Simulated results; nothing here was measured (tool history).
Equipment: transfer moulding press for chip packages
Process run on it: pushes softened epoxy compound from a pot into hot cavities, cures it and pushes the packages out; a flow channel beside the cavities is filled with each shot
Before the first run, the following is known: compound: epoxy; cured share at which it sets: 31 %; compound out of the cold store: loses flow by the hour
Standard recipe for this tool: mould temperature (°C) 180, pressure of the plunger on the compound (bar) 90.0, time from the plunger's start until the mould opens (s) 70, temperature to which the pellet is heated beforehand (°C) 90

| run | hour | mould temperature (°C) | pressure of the plunger on the compound (bar) | time from the plunger's start until the mould opens (s) | temperature to which the pellet is heated beforehand (°C) | incoming compound's hours out of the cold store | length that the compound runs in the flow channel (mm) | greatest force on the pins that push the packages out (N) |
|---|---|---|---|---|---|---|---|---|
| 1 | 0.0 | 180 | 90.0 | 70 | 90 | 18.1 | 941 | 658 |
|  | 20.4 | cavities cleaned with cleaning compound and waxed |
| 2 | 42.9 | 180 | 90.0 | 70 | 90 | 27.6 | 912 | 513 |
|  | 57.2 | plunger's sealing rings changed |
| 3 | 80.5 | 180 | 75.2 | 70 | 90 | 46.5 | 820 | 591 |
|  | 104.2 | cavities cleaned with cleaning compound and waxed |
| 4 | 116.2 | 172 | 90.0 | 70 | 90 | 26.3 | 976 | 832 |
| 5 | 168.5 | 172 | 90.0 | 70 | 90 | 28.9 | 963 | 1090 |
|  | 185.3 | cavities cleaned with cleaning compound and waxed |
| 6 | 211.1 | 172 | 90.0 | 70 | 90 | 16.9 | 990 | 896 |
| 7 | 261.6 | 180 | 90.0 | 70 | 90 | 10.9 | 981 | 690 |
|  | 266.7 | cavities cleaned with cleaning compound and waxed |
| 8 | 301.4 | 180 | 90.0 | 90 | 90 | 34.9 | 900 | 369 |
| 9 | 325.6 | 180 | 90.0 | 90 | 90 | 28.9 | 915 | 407 |
|  | 347.3 | cavities cleaned with cleaning compound and waxed |
|  | 354.1 | plunger's sealing rings changed |
| 10 | 365.8 | 180 | 102.7 | 82 | 90 | 16.5 | 1062 | 378 |
| 11 | 407.5 | 185 | 85.0 | 100 | 100 | 10.5 | 965 | 368 |
|  | 429.3 | cavities cleaned with cleaning compound and waxed |
| 12 | 464.3 | 185 | 85.0 | 100 | 85 | 20.5 | 930 | 332 |
| 13 | 493.9 | 183 | 104.0 | 70 | 90 | 32.6 | 984 | 548 |
|  | 511.4 | cavities cleaned with cleaning compound and waxed |
| 14 | 527.8 | 183 | 104.0 | 70 | 90 | 32.1 | 980 | 414 |
| 15 | 562.9 | 173 | 104.0 | 104 | 90 | 34.3 | 986 | 448 |
|  | 592.4 | cavities cleaned with cleaning compound and waxed |
| 16 | 594.9 | 173 | 104.0 | 104 | 90 | 27.2 | 1009 | 311 |
| 17 | 626.5 | 173 | 104.0 | 104 | 90 | 17.7 | 1034 | 439 |
|  | 649.9 | plunger's sealing rings changed |
|  | 673.1 | cavities cleaned with cleaning compound and waxed |
| 18 | 681.9 | 182 | 106.1 | 84 | 82 | 11.0 | 1084 | 312 |

Alternative continuations, all from the tool just after run 18; predict every row:
| A | 722.9 | 182 | 76.2 | 53 | 87 | 20.3 | ? | ? |
| B | 722.9 | 178 | 104.7 | 70 | 94 | 25.3 | ? | ? |
| C | 722.9 | 180 | 74.3 | 102 | 90 | 20.1 | ? | ? |
| D | 722.9 | 184 | 90.0 | 73 | 89 | 23.9 | ? | ? |

| run | length that the compound runs in the flow channel (mm) | greatest force on the pins that push the packages out (N) |
|---|---|---|
| A | 887 | 1153 |
| B | 1035 | 731 |
| C | 881 | 376 |
| D | 951 | 468 |
What these runs would have given with no unlogged condition in the tool:
| run | length that the compound runs in the flow channel (mm) | greatest force on the pins that push the packages out (N) |
|---|---|---|
| A | 895 | 688 |
| B | 1044 | 429 |
| C | 889 | 240 |
| D | 960 | 284 |

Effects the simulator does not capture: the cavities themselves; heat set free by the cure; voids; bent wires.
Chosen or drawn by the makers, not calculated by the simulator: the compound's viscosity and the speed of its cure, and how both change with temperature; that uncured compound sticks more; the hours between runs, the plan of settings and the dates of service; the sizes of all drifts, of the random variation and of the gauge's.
